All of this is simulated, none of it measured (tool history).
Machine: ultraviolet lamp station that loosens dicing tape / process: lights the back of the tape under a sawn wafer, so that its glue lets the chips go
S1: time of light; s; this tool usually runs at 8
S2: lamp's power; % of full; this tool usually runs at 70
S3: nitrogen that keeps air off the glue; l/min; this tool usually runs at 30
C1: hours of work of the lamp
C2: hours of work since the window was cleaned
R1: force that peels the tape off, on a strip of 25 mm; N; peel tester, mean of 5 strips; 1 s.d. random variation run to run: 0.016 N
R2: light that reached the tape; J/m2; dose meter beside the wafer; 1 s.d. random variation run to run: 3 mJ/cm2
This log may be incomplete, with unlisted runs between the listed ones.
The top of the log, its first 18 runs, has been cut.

At day 5.633: window cleaned of glue's vapour, once more.
Run 19, day 5.979: usual settings but S3 17 l/min; C1 416; C2 6. Result: R1 1.066 N, R2 4120 J/m2.
Run 20, day 6.171: usual settings but S2 92 % of full; C1 419; C2 10. Result: R1 0.546 N, R2 5430 J/m2.
Run 21, day 6.367: usual settings but S1 7 s, S2 74 % of full, S3 57 l/min; C1 423; C2 13. Result: R1 0.912 N, R2 3790 J/m2.
Run 22, day 6.6: usual settings but S1 7 s, S2 74 % of full, S3 57 l/min; C1 427; C2 18. Result: R1 0.861 N, R2 3810 J/m2.
Run 23, day 6.942: usual settings but S1 7 s, S2 74 % of full, S3 57 l/min; C1 433; C2 24. Result: R1 0.908 N, R2 3690 J/m2.
Run 24, day 7.188: usual settings but S1 7 s, S2 78 % of full, S3 18 l/min; C1 438; C2 28. Result: R1 1.188 N, R2 3950 J/m2.
Run 25, day 7.546: usual settings but S1 5 s, S2 91 % of full, S3 54 l/min; C1 444; C2 35. Result: R1 1.182 N, R2 3280 J/m2.
Run 26, day 7.85: usual settings but S1 16 s; C1 450; C2 40. Result: R1 0.225 N, R2 8010 J/m2.
Run 27, day 8.038: usual settings but S2 95 % of full; C1 453; C2 44. Result: R1 0.544 N, R2 5460 J/m2.
Run 28, day 8.396: usual settings but S2 95 % of full; C1 460; C2 50. Result: R1 0.542 N, R2 5450 J/m2.
Run 29, day 8.8: usual settings but S1 5 s, S3 57 l/min; C1 467; C2 58. Result: R1 1.56 N, R2 2500 J/m2.
Run 30, day 9.217: usual settings but S1 5 s, S3 57 l/min; C1 475; C2 65. Result: R1 1.614 N, R2 2490 J/m2.
Run 31, day 9.512: usual settings but S2 80 % of full, S3 47 l/min; C1 480; C2 71. Result: R1 0.683 N, R2 4500 J/m2.
Run 32, day 9.917: usual settings but S2 66 % of full, S3 15 l/min; C1 487; C2 78. Result: R1 1.313 N, R2 3710 J/m2.

What will run 33 give?
Run 33, day 10.112: usual settings but S2 74 % of full, S3 15 l/min; C1 491; C2 81. Result: R1 ?, R2 ?.

R1: 1.145 N
R2: 4090 J/m2
Were there no unlogged condition in the tool, this run, its random variation unchanged, would have produced R1 0.891 N, R2 4810 J/m2.
